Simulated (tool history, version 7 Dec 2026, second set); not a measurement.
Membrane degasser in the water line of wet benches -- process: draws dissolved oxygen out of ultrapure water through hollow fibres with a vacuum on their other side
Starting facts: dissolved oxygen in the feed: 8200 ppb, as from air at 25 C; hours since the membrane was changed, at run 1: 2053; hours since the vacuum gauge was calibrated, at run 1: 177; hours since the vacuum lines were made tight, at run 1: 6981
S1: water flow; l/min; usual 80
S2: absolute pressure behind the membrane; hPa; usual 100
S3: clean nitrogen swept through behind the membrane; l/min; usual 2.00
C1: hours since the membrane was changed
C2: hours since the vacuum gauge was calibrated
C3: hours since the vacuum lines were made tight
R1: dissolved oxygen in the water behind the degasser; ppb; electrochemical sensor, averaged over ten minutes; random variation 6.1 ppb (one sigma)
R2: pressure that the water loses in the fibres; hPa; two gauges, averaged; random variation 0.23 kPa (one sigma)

run	hour	S1	S2	S3	C1	C2	C3	R1	R2
1	0.0	80	100	2.00	2053	177	6981	616.4	599.5
2	131.0	80	100	1.87	2184	308	7112	634.9	599.8
3	223.6	80	100	1.87	2276	400	7205	638.6	599.8
4	363.2	80	100	1.87	2416	540	7344	638.0	606.1
5	493.9	80	100	1.87	2546	671	7475	645.9	601.3
6	624.1	80	100	1.87	2677	801	7605	644.3	605.1
7	734.4	80	100	1.87	2787	911	7716	649.3	604.4
8	834.6	80	100	1.87	2887	1011	7816	644.2	605.3
9	960.5	55	100	2.00	3013	1137	7942	413.5	417.0
10	1102.7	55	100	2.00	3155	1279	8084	401.7	415.4
11	1232.8	80	144	2.00	3285	1410	8214	917.6	611.9
# hour 1240.8: vacuum gauge calibrated
12	1301.3	80	144	2.00	3353	61	8282	923.7	604.9
13	1369.9	80	144	2.00	3422	129	8351	919.6	607.0
14	1467.0	80	128	2.00	3519	226	8448	820.1	607.5
15	1545.4	80	128	2.00	3597	305	8526	820.1	609.7
# hour 1582.2: seals of the vacuum lines changed
16	1662.5	80	100	2.00	3713	420	80	629.5	614.8
# hour 1758.1: vacuum gauge calibrated, once more
17	1799.8	80	100	2.00	3849	42	217	623.8	612.2
18	1953.7	113	222	2.00	4003	196	371	1851.1	864.2
19	2060.2	75	70	1.43	4110	302	478	447.4	572.1
20	2164.6	98	84	3.68	4214	407	582	484.4	748.7
21	2228.8	76	192	0.96	4278	471	646	1868.6	581.5
22	2342.2	83	100	2.00	4392	584	760	646.6	637.4
23	2450.9	75	76	2.00	4500	693	868	417.1	579.8
24	2571.2	51	136	1.84	4621	813	988	607.1	396.2

The next listed run, before its measurement:
25	2689.4	51	136	1.84	4739	931	1107	?	?

{"run 25": {"R1": 597.4, "R2": 391.5}}
Without the tool's hidden state the same run would have given R1 591.7 ppb, R2 373.8 hPa.

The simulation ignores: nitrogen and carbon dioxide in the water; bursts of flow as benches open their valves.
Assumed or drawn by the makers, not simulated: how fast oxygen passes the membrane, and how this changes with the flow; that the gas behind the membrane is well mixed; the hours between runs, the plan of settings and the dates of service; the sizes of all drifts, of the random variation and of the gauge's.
